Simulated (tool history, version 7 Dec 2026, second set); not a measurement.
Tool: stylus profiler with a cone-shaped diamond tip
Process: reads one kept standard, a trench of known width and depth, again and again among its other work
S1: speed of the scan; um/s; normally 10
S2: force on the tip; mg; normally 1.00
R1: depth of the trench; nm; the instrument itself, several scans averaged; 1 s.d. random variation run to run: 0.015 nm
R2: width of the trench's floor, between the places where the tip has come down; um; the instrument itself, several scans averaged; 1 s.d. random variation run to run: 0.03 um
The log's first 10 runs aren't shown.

run    hour  S1    S2      R1     R2
 11   389.4  10  0.34  100.32  47.80
 12   427.2  10  1.00  100.60  47.94
 13   460.1  20  1.00  100.65  47.83
 14   497.5  20  1.00  100.62  47.83
 15   528.5   3  1.00  100.60  47.99
 16   550.2   3  1.33  100.78  48.00
 17   591.0  32  0.51  100.40  47.61
 18   630.8  40  2.02  101.04  47.75
 19   653.3  40  1.00  100.61  47.63
 20   688.7  40  1.29  100.74  47.64
 21   732.9  40  0.58  100.43  47.52
 22   757.1   4  2.53  101.15  47.95
 23   790.1   4  2.53  101.18  48.02
 24   827.2   3  2.56  101.18  47.96
 25   859.9  22  2.68  101.22  47.88
 26   887.4   2  0.41  100.35  47.99
 27   927.3   2  0.41  100.33  47.98
 28   978.9   2  0.41  100.35  48.01
 29  1002.7  27  2.00  101.01  47.84

Forecast run 30:
 30  1042.4  23  0.50   ?   ?

R1: 100.39 nm
R2: 47.66 um
Without the tool's hidden state the same run would have given R1 100.39 nm, R2 47.67 um.
